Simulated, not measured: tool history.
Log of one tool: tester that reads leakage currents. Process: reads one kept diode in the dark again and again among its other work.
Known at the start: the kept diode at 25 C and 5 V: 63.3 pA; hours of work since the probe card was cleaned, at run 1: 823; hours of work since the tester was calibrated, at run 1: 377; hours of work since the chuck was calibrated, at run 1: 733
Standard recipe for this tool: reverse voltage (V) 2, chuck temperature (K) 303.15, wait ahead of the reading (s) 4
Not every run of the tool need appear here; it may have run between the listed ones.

run      day  reverse voltage (V)  chuck temperature (K)  wait ahead of the reading (s)  hours of work since the probe card was cleaned  hours of work since the tester was calibrated  hours of work since the chuck was calibrated  current that the tester gives (pA)
  1        0                    2                 303.15                              4                                             823                                            377                                           733                               62.15
  2    3.633                    2                 303.15                           0.33                                             870                                            425                                           781                               63.99
  3    5.821                 4.68                 303.15                           0.33                                             899                                            454                                           810                               99.81
  4    7.942                 4.68                 303.15                           0.33                                             927                                            482                                           838                               100.2
  5   12.579                 1.55                 303.15                              4                                             988                                            543                                           899                               54.53
  6   16.196                 1.55                 303.15                              4                                            1036                                            591                                           947                                54.7
       18.75  -- probe card cleaned and baked
  7   20.038                 1.55                 303.15                              4                                              17                                            640                                           996                               54.64
  8   22.971                 1.55                 303.15                              4                                              56                                            678                                          1035                               54.56
  9   25.504                 1.55                 303.15                              4                                              89                                            712                                          1068                               54.56
      27.029  -- chuck's temperature calibrated
 10   27.688                 1.55                 303.15                              4                                             117                                            739                                             9                                54.7
 11   31.258                 1.55                 303.15                              4                                             164                                            786                                            56                               54.66
 12   36.296                    2                 303.15                              4                                             230                                            853                                           122                               62.03
 13   38.954                    2                 303.15                              4                                             265                                            888                                           157                               62.17
 14   42.575                 4.68                 303.15                              4                                             313                                            936                                           205                                95.8
 15   47.383                    2                 303.15                              4                                             376                                            999                                           268                               62.17
 16   52.183                    2                 303.15                              4                                             440                                           1062                                           332                               62.41
 17   57.108                    2                 303.15                           2.45                                             505                                           1127                                           397                               62.26
 18   61.896                  7.3                 303.15                              4                                             568                                           1190                                           460                              119.25
 19   64.438                  7.3                 303.15                              4                                             601                                           1224                                           493                              119.65
 20   67.992                    2                 296.15                              4                                             648                                           1271                                           540                               33.59
 21   72.346                    2                 296.15                              4                                             706                                           1328                                           597                               33.66
 22   76.138                    2                 296.15                              4                                             755                                           1378                                           647                               33.38
 23   80.812                  6.1                 299.15                           2.48                                             817                                           1440                                           709                               77.44
 24   83.033                    2                 331.15                              4                                             846                                           1469                                           738                              570.16
 25   86.383                    2                 326.15                              4                                             891                                           1513                                           782                              393.71
 26   90.242                    2                 326.15                              4                                             941                                           1564                                           833                               392.6
 27   93.225                 5.62                 326.15                           0.34                                             981                                           1603                                           873                               667.9
 28   95.342                 1.33                 297.15                           3.27                                            1009                                           1631                                           901                                  30
 29   99.604                17.59                 315.15                           8.18                                            1065                                           1687                                           957                              503.08
      99.992  -- probe card cleaned and baked
 30  102.496                 2.18                 303.15                           1.78                                              33                                           1724                                           993                               65.08
 31  105.342                 2.18                 303.15                           1.78                                              71                                           1761                                          1031                               65.01
     109.375  -- chuck's temperature calibrated
 32    110.1                 2.18                 303.15                           1.78                                             132                                           1823                                            10                               65.13
 33  112.596                 2.18                 303.15                           1.78                                             165                                           1856                                            42                               65.27
 34  115.396                19.08                 294.15                           1.78                                             202                                           1893                                            79                               90.67
 35  119.946                 4.33                 310.15                            0.3                                             262                                           1953                                           139                              171.69
 36  124.046                 4.33                 306.15                           1.69                                             316                                           2007                                           193                              118.84
 37  126.679                 4.33                 306.15                           1.69                                             351                                           2042                                           228                              118.85
 38  129.821                 2.13                 328.15                           2.96                                             392                                           2083                                           270                              473.26
 39  134.033                    2                 331.15                              4                                             448                                           2139                                           325                              566.46

Measured less the same run without the tool's hidden state. The same run-to-run variation is in both; the gauge's scatter may not be:
What the log doesn't record here: stray current of the dirty probe card, pA a volt; current scale over the true one, %; true chuck temperature over the reading, C; drift of the gauge itself on leakage_pa, %.
run  current that the tester gives (pA)
  1                               -0.08
  2                               -0.09
  3                               -0.12
  4                               -0.13
  5                                -0.1
  6                               -0.11
  7                               -0.15
  8                               -0.15
  9                               -0.15
 10                               +0.03
 11                               +0.02
 12                               +0.02
 13                               +0.01
 14                               +0.01
 15                                  +0
 16                               -0.02
 17                               -0.02
 18                               -0.02
 19                               -0.03
 20                               -0.01
 21                               -0.01
 22                               -0.02
 23                               -0.03
 24                               -0.73
 25                               -0.55
 26                               -0.59
 27                               -1.01
 28                               -0.04
 29                               -0.66
 30                               -0.15
 31                               -0.16
 32                               +0.01
 33                               +0.01
 34                               +0.07
 35                               -0.01
 36                               -0.02
 37                               -0.03
 38                               -0.21
 39                               -0.31
